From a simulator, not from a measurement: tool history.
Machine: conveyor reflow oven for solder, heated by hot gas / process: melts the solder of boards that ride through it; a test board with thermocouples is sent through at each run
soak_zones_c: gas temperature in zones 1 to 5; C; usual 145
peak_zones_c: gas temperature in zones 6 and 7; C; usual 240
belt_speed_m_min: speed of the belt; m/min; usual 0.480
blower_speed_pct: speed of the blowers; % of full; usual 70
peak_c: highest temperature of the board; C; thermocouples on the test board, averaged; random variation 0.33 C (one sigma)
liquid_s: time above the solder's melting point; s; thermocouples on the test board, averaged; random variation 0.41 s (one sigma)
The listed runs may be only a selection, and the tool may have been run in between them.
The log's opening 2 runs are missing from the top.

run,day,soak_zones_c,peak_zones_c,belt_speed_m_min,blower_speed_pct,peak_c,liquid_s
3,5.596,145,240,0.446,70,226.9,81.4
4,7.933,145,240,0.480,70,224.6,74.5
5,9.600,145,240,0.480,70,224.8,74.5
6,11.883,145,240,0.480,70,224.7,74.2
# day 12.638: flux residue cleaned out of gas plates and filters
7,14.588,145,240,0.480,70,225.0,74.3
8,17.529,145,240,0.480,70,224.5,74.2
9,19.604,145,240,0.480,70,224.8,74.3
10,21.250,145,240,0.480,70,224.8,74.0
11,23.133,145,240,0.480,89,228.0,76.9
12,26.183,136,240,0.480,70,222.9,69.6
13,28.946,136,240,0.480,70,223.3,69.1
14,31.533,145,240,0.480,73,225.5,75.2
# day 32.067: flux residue cleaned out of gas plates and filters
# day 34.742: thermocouples of zones 6 and 7 changed
15,34.742,145,240,0.480,70,224.8,74.3
16,37.233,145,240,0.480,70,224.4,74.8
17,40.550,145,253,0.381,52,239.8,106.3
18,42.158,134,253,0.381,66,241.2,100.0

Run 19, settings as shown, results not yet in. Your forecast:
19,45.342,153,248,0.480,70,?,?

peak_c: 233.4 C
liquid_s: 83.9 s
On a tool with no hidden condition, and with the same random variation, this run would have come out at peak_c 233.4 C, liquid_s 83.9 s.

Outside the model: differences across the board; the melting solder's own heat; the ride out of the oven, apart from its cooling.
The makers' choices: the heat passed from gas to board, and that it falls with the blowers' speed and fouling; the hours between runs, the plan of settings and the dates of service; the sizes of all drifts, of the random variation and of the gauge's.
